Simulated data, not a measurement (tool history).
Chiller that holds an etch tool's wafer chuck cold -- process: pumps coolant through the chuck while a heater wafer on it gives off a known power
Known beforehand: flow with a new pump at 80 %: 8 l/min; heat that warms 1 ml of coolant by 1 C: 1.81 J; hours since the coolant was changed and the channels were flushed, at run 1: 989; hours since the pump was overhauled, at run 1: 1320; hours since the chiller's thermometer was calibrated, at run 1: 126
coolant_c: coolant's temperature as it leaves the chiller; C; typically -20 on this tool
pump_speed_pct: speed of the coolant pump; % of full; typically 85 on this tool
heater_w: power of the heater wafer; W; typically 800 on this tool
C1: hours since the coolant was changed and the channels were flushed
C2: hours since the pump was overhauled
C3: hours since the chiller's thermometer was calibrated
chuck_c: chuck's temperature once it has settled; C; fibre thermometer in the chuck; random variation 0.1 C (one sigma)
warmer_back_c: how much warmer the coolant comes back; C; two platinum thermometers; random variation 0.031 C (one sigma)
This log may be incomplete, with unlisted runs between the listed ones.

Run 1, hour 0: usual settings; C1 989; C2 1320; C3 126. Result: chuck_c -13.5 C, warmer_back_c 3.07 C.
Run 2, hour 43.6: usual settings; C1 1033; C2 1364; C3 170. Result: chuck_c -13.5 C, warmer_back_c 3.18 C.
Run 3, hour 84.8: usual settings; C1 1074; C2 1405; C3 211. Result: chuck_c -13.2 C, warmer_back_c 3.17 C.
Run 4, hour 141.2: usual settings; C1 1131; C2 1461; C3 267. Result: chuck_c -13.2 C, warmer_back_c 3.13 C.
Run 5, hour 188.3: usual settings but heater_w 859 W; C1 1178; C2 1508; C3 314. Result: chuck_c -12.9 C, warmer_back_c 3.4 C.
Run 6, hour 222.7: usual settings but pump_speed_pct 61 % of full; C1 1212; C2 1543; C3 349. Result: chuck_c -11.4 C, warmer_back_c 4.34 C.
Run 7, hour 253.1: usual settings but pump_speed_pct 61 % of full; C1 1243; C2 1573; C3 379. Result: chuck_c -11.3 C, warmer_back_c 4.34 C.
Run 8, hour 297.8: usual settings; C1 1287; C2 1618; C3 424. Result: chuck_c -13.4 C, warmer_back_c 3.2 C.
Run 9, hour 323.5: usual settings; C1 1313; C2 1643; C3 450. Result: chuck_c -13.2 C, warmer_back_c 3.21 C.
Run 10, hour 371.6: usual settings; C1 1361; C2 1692; C3 498. Result: chuck_c -13.3 C, warmer_back_c 3.19 C.
Run 11, hour 427.3: usual settings but coolant_c -10 C; C1 1417; C2 1747; C3 553. Result: chuck_c -3.3 C, warmer_back_c 3.15 C.
Run 12, hour 456.6: usual settings but coolant_c -10 C; C1 1446; C2 1777; C3 583. Result: chuck_c -3.4 C, warmer_back_c 3.13 C.
Run 13, hour 505.7: usual settings but coolant_c -10 C; C1 1495; C2 1826; C3 632. Result: chuck_c -3.2 C, warmer_back_c 3.18 C.
Run 14, hour 554.7: usual settings but heater_w 759 W; C1 1544; C2 1875; C3 681. Result: chuck_c -13.7 C, warmer_back_c 3.05 C.
Run 15, hour 589.3: usual settings but heater_w 999 W; C1 1579; C2 1909; C3 715. Result: chuck_c -11.6 C, warmer_back_c 3.97 C.
Run 16, hour 620.3: usual settings but coolant_c -17 C; C1 1610; C2 1940; C3 746. Result: chuck_c -10.2 C, warmer_back_c 3.12 C.
Run 17, hour 654.1: usual settings but pump_speed_pct 96 % of full; C1 1644; C2 1974; C3 780. Result: chuck_c -13.9 C, warmer_back_c 2.88 C.
Run 18, hour 695.9: usual settings but coolant_c -27 C, pump_speed_pct 71 % of full, heater_w 608 W; C1 1685; C2 2016; C3 822. Result: chuck_c -21.2 C, warmer_back_c 2.92 C.
Run 19, hour 722.6: usual settings but coolant_c -19 C, pump_speed_pct 89 % of full; C1 1712; C2 2043; C3 849. Result: chuck_c -12.5 C, warmer_back_c 3.09 C.
At hour 728.4: chiller's thermometer calibrated.
Run 20, hour 753.9: usual settings but coolant_c -19 C, pump_speed_pct 89 % of full; C1 1742; C2 2073; C3 25. Result: chuck_c -12.5 C, warmer_back_c 3.05 C.
Run 21, hour 806.7: usual settings but coolant_c -26 C, pump_speed_pct 89 % of full, heater_w 798 W; C1 1795; C2 2126; C3 78. Result: chuck_c -19.5 C, warmer_back_c 3.06 C.
At hour 834.4: chiller's thermometer calibrated, once more.
Run 22, hour 851.9: usual settings but coolant_c -30 C, pump_speed_pct 64 % of full, heater_w 796 W; C1 1839; C2 2170; C3 18. Result: chuck_c -22 C, warmer_back_c 4.2 C.
Run 23, hour 885.2: usual settings but coolant_c -30 C, pump_speed_pct 64 % of full, heater_w 796 W; C1 1873; C2 2203; C3 51. Result: chuck_c -21.8 C, warmer_back_c 4.16 C.
Run 24, hour 942.1: usual settings but coolant_c -19 C, pump_speed_pct 64 % of full, heater_w 796 W; C1 1930; C2 2260; C3 108. Result: chuck_c -10.7 C, warmer_back_c 4.21 C.
Run 25, hour 980.6: usual settings but heater_w 488 W; C1 1968; C2 2299; C3 146. Result: chuck_c -16 C, warmer_back_c 1.9 C.
Run 26, hour 1025: usual settings but coolant_c -12 C, heater_w 1139 W; C1 2012; C2 2343; C3 191. Result: chuck_c -2.7 C, warmer_back_c 4.53 C.
Run 27, hour 1071.9: usual settings but coolant_c -12 C, heater_w 1139 W; C1 2059; C2 2390; C3 238. Result: chuck_c -2.3 C, warmer_back_c 4.56 C.
Run 28, hour 1102.7: usual settings but coolant_c -12 C, heater_w 1139 W; C1 2090; C2 2421; C3 268. Result: chuck_c -2.4 C, warmer_back_c 4.55 C.
Run 29, hour 1139.4: usual settings but coolant_c -12 C, heater_w 1139 W; C1 2127; C2 2457; C3 305. Result: chuck_c -2.5 C, warmer_back_c 4.57 C.
Run 30, hour 1163.4: usual settings but coolant_c -22 C; C1 2151; C2 2481; C3 329. Result: chuck_c -15.2 C, warmer_back_c 3.17 C.
Run 31, hour 1217.6: usual settings but coolant_c -22 C; C1 2205; C2 2536; C3 383. Result: chuck_c -15.3 C, warmer_back_c 3.24 C.

Here are 3 independent what-if runs from the current tool condition. What would each one return?
Run A, hour 1256.7: usual settings but coolant_c -14 C, pump_speed_pct 60 % of full, heater_w 409 W; C1 2244; C2 2575; C3 422. Result: chuck_c ?, warmer_back_c ?.
Run B, hour 1256.7: usual settings but coolant_c -28 C, pump_speed_pct 70 % of full, heater_w 780 W; C1 2244; C2 2575; C3 422. Result: chuck_c ?, warmer_back_c ?.
Run C, hour 1256.7: usual settings but coolant_c -16 C, pump_speed_pct 77 % of full, heater_w 626 W; C1 2244; C2 2575; C3 422. Result: chuck_c ?, warmer_back_c ?.

run  chuck_c  warmer_back_c
  A     -9.5           2.28
  B    -20.5           3.79
  C    -10.4           2.72
The same runs, with their run-to-run variation unchanged, on a tool lacking any hidden condition would have given:
run  chuck_c  warmer_back_c
  A     -9.6           2.21
  B    -20.7           3.67
  C    -10.5           2.63

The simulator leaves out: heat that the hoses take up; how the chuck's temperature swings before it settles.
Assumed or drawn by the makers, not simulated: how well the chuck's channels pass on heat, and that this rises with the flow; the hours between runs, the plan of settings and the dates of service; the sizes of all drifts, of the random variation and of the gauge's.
